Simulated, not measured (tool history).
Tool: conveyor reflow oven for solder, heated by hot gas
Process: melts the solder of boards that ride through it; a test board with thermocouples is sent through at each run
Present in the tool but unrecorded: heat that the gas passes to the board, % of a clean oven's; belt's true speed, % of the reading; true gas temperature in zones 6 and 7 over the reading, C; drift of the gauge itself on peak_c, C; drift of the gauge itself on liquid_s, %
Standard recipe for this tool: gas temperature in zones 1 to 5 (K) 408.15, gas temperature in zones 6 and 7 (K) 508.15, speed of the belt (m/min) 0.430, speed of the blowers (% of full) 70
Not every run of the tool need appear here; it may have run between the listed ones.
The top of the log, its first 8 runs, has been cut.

| run | day | gas temperature in zones 1 to 5 (K) | gas temperature in zones 6 and 7 (K) | speed of the belt (m/min) | speed of the blowers (% of full) | hours of work since the flux was cleaned out | hours of work since the belt drive was overhauled | hours of work since the thermocouples were changed | highest temperature of the board (K) | time above the solder's melting point (s) |
|---|---|---|---|---|---|---|---|---|---|---|
| 9 | 6.708 | 408.15 | 508.15 | 0.430 | 70 | 98 | 713 | 441 | 487.05 | 68.1 |
| 10 | 7.567 | 423.15 | 508.15 | 0.430 | 70 | 110 | 725 | 453 | 490.75 | 79.2 |
| 11 | 8.667 | 423.15 | 508.15 | 0.430 | 70 | 126 | 741 | 469 | 490.25 | 79.1 |
| 12 | 9.338 | 408.15 | 508.15 | 0.430 | 85 | 136 | 751 | 479 | 490.95 | 72.7 |
| 13 | 10.258 | 408.15 | 508.15 | 0.430 | 85 | 150 | 764 | 492 | 490.75 | 73.0 |
| 14 | 10.988 | 408.15 | 508.15 | 0.430 | 85 | 160 | 775 | 503 | 490.75 | 72.6 |
| 15 | 11.912 | 404.15 | 508.15 | 0.430 | 70 | 174 | 788 | 516 | 485.75 | 65.1 |
| 16 | 12.433 | 408.15 | 508.15 | 0.430 | 89 | 181 | 796 | 524 | 491.75 | 73.6 |
| 17 | 13.496 | 409.15 | 512.15 | 0.430 | 51 | 197 | 812 | 540 | 483.45 | 62.1 |
| 18 | 14.192 | 409.15 | 512.15 | 0.430 | 51 | 207 | 822 | 550 | 483.55 | 62.3 |
| 19 | 15.183 | 408.15 | 508.15 | 0.405 | 70 | 221 | 836 | 564 | 488.95 | 74.7 |
|  | 16.075 | thermocouples of zones 6 and 7 changed |
| 20 | 16.075 | 419.15 | 523.15 | 0.351 | 53 | 233 | 848 | 0 | 503.25 | 107.6 |
| 21 | 17.188 | 419.15 | 523.15 | 0.351 | 53 | 249 | 864 | 16 | 503.45 | 108.4 |
| 22 | 18.192 | 419.15 | 523.15 | 0.354 | 59 | 264 | 879 | 31 | 504.75 | 109.0 |
| 23 | 19.175 | 397.15 | 508.15 | 0.480 | 78 | 278 | 893 | 45 | 481.45 | 50.1 |
|  | 19.808 | belt drive overhauled, speed set with a stopwatch |
| 24 | 20.108 | 408.15 | 508.15 | 0.430 | 53 | 289 | 4 | 56 | 479.45 | 55.2 |
| 25 | 20.796 | 408.15 | 501.15 | 0.403 | 61 | 299 | 14 | 66 | 479.75 | 60.8 |
| 26 | 21.638 | 421.15 | 519.15 | 0.430 | 53 | 312 | 27 | 79 | 491.65 | 76.7 |

For run 27, what comes out?
| 27 | 22.142 | 421.15 | 519.15 | 0.455 | 56 | 319 | 34 | 86 | ? | ? |

{"run 27": {"highest temperature of the board (K)": 490.35, "time above the solder's melting point (s)": 71.1}}
Minus the tool's unlogged condition, the same run would have read highest temperature of the board (K) 491.95, time above the solder's melting point (s) 72.9.
